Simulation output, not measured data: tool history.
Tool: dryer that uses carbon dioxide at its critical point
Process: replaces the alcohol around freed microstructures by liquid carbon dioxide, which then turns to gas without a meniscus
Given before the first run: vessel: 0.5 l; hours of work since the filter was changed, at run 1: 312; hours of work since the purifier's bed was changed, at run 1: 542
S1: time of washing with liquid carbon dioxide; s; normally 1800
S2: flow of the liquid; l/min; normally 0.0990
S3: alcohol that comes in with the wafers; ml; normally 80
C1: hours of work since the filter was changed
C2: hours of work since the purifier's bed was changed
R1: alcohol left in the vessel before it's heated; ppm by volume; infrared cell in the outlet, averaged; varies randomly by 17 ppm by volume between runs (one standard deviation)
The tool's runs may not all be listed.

run,hour,S1,S2,S3,C1,C2,R1
1,0.0,1800,0.0990,80,312,542,1659
2,66.8,1800,0.1161,80,336,566,862
# hour 105.5: purifier's bed changed
3,107.3,1800,0.1161,80,350,1,604
4,155.0,1800,0.1161,80,368,18,636
# hour 197.6: inlet filter changed
5,219.8,1800,0.1161,80,8,41,448
6,271.9,1800,0.1161,80,27,61,473
7,342.8,1800,0.1161,80,53,87,504
8,397.3,1800,0.0990,80,73,107,1154
9,439.3,1800,0.0990,102,89,122,1521
10,496.2,1800,0.0990,80,109,143,1221
11,554.2,1800,0.0990,80,131,164,1251
12,596.8,1800,0.0990,80,146,180,1271
13,640.4,1800,0.0990,69,162,196,1134
14,691.7,1800,0.0990,69,181,214,1156
15,752.2,1800,0.0990,69,203,237,1197
16,810.8,1800,0.0990,69,225,258,1198
17,878.2,1800,0.0990,69,249,283,1235
18,927.8,1800,0.0990,69,268,301,1248
19,975.5,1800,0.0990,69,285,318,1295
20,1011.9,1800,0.0990,80,298,332,1552
21,1072.3,1140,0.0990,94,320,354,9235
22,1115.6,1140,0.0990,94,336,370,9498
23,1179.9,1140,0.0990,94,360,393,9683
24,1228.1,2520,0.0687,46,378,411,1230
# hour 1247.0: inlet filter changed
25,1301.2,1800,0.1065,58,20,437,741
26,1339.4,2460,0.1012,73,34,451,357
27,1395.0,1800,0.0876,51,54,472,1530
28,1466.3,1800,0.0876,99,80,498,2827
29,1515.6,1800,0.0646,80,98,516,7271
30,1566.3,1320,0.0646,80,117,535,16214
31,1611.4,1320,0.0646,80,134,551,16073
32,1681.2,2880,0.0990,43,159,577,327
# hour 1690.8: purifier's bed changed
33,1724.4,2880,0.0990,43,174,12,46
34,1778.3,2280,0.0990,80,194,32,351
35,1809.6,2280,0.0990,80,205,44,378
36,1868.8,2280,0.0990,80,227,65,394
37,1923.8,2280,0.0990,48,247,85,272
38,1970.3,1680,0.0990,48,264,102,1132
39,2043.8,1980,0.0990,42,291,129,512
40,2085.6,1980,0.0990,36,306,145,457

Take each entry between the runs: how does the hidden state at the last listed run before it differ from the hidden state at the first listed run after it?
Run 2 -> run 3: purifier's bed changed (hour 105.5)
  flow that reaches the vessel past the clogged filter, %: 94.2 -> 94; alcohol in the recycled carbon dioxide, ppm: 286.9 -> 6.1
  difference, measured minus the result without the unlogged condition, R1: +441 -> +183 ppm by volume
Run 4 -> run 5: inlet filter changed (hour 197.6)
  flow that reaches the vessel past the clogged filter, %: 93.7 -> 99.6; alcohol in the recycled carbon dioxide, ppm: 14.7 -> 26.3
  difference, measured minus the result without the unlogged condition, R1: +203 -> +30 ppm by volume
Run 24 -> run 25: inlet filter changed (hour 1247.0)
  flow that reaches the vessel past the clogged filter, %: 93.4 -> 99.5; alcohol in the recycled carbon dioxide, ppm: 206.6 -> 220.2
  difference, measured minus the result without the unlogged condition, R1: +476 -> +231 ppm by volume
Run 32 -> run 33: purifier's bed changed (hour 1690.8)
  flow that reaches the vessel past the clogged filter, %: 97 -> 96.8; alcohol in the recycled carbon dioxide, ppm: 287.1 -> 11.9
  difference, measured minus the result without the unlogged condition, R1: +289 -> +15 ppm by volume
